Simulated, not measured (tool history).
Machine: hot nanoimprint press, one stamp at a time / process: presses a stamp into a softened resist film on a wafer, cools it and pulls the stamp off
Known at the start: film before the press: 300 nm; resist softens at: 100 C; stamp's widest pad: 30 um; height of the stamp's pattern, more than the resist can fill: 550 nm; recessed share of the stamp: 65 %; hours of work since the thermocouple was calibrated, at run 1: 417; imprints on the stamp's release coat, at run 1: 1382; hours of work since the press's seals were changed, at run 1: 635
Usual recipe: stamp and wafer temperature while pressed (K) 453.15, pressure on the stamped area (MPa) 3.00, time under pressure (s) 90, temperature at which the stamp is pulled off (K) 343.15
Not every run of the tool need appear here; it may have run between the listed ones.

run,hour,stamp and wafer temperature while pressed (K),pressure on the stamped area (MPa),time under pressure (s),temperature at which the stamp is pulled off (K),hours of work since the thermocouple was calibrated,imprints on the stamp's release coat,hours of work since the press's seals were changed,resist left under the stamp's widest pad (angstrom),greatest force while the stamp is pulled off (N)
1,0.0,453.15,3.00,90,343.15,417,1382,635,1090,152
2,21.1,453.15,3.00,90,341.15,432,1493,651,1092,152
# hour 51.5: stamp cleaned and given a new release coat
3,51.5,453.15,3.00,131,343.15,450,0,669,952,134
4,76.5,453.15,3.00,90,343.15,468,133,687,1083,135
5,93.5,453.15,3.00,90,343.15,481,223,699,1098,137
6,130.8,453.15,3.00,90,343.15,508,421,727,1078,143
7,147.6,453.15,3.00,90,343.15,520,510,739,1080,140
8,171.8,453.15,3.00,135,343.15,538,638,757,925,144
# hour 205.1: plate thermocouple calibrated
9,205.5,453.15,3.00,135,343.15,0,800,779,895,145
10,236.7,453.15,3.00,135,343.15,23,965,802,883,145
11,269.2,453.15,3.00,90,336.15,47,1138,826,1034,157
12,302.6,453.15,3.00,90,336.15,71,1314,850,1037,158
13,335.5,453.15,3.00,90,336.15,95,1488,874,1037,158
14,358.6,453.15,3.00,90,336.15,112,1611,891,1043,164
# hour 366.7: stamp cleaned and given a new release coat
# hour 384.3: plate thermocouple calibrated, once more
15,391.8,462.15,3.00,90,336.15,6,117,909,816,149
# hour 419.2: press's hydraulic seals changed and the load cell set to zero
16,421.7,453.15,3.00,90,333.15,22,233,2,1125,151
17,459.3,453.15,3.00,90,333.15,49,432,29,1134,156
18,490.7,441.15,4.58,90,336.15,72,598,52,1511,152
19,509.6,441.15,4.58,90,336.15,86,698,66,1490,152
20,530.1,457.15,3.00,90,346.15,101,807,81,977,141
21,547.9,462.15,2.41,90,346.15,114,901,94,905,140
22,573.4,441.15,2.05,69,339.15,132,1036,113,2211,152
23,597.3,441.15,4.18,69,339.15,150,1163,130,1693,155
24,621.5,465.15,4.18,69,340.15,168,1291,148,653,157
25,649.7,453.15,3.00,90,331.15,188,1440,169,1107,173
26,673.3,453.15,4.56,90,337.15,206,1565,186,878,166
# hour 689.6: stamp cleaned and given a new release coat
27,703.9,453.15,2.20,64,346.15,223,75,204,1481,132
28,738.1,453.15,2.20,64,346.15,249,256,229,1482,136
29,776.6,462.15,2.20,145,333.15,277,460,257,790,155
30,796.7,453.15,3.00,73,343.15,291,567,272,1200,142

4 options for the next run, each taken on its own from the tool as it stands now. Forecast them:
A,829.5,459.15,4.00,90,341.15,315,740,296,?,?
B,829.5,449.15,1.84,73,343.15,315,740,296,?,?
C,829.5,453.15,3.00,80,343.15,315,740,296,?,?
D,829.5,453.15,4.79,57,343.15,315,740,296,?,?

run,resist left under the stamp's widest pad (angstrom),greatest force while the stamp is pulled off (N)
A,750,145
B,1754,143
C,1165,143
D,1035,145
Without the tool's hidden state the same runs would have given:
run,resist left under the stamp's widest pad (angstrom),greatest force while the stamp is pulled off (N)
A,765,138
B,1796,136
C,1193,136
D,1055,138

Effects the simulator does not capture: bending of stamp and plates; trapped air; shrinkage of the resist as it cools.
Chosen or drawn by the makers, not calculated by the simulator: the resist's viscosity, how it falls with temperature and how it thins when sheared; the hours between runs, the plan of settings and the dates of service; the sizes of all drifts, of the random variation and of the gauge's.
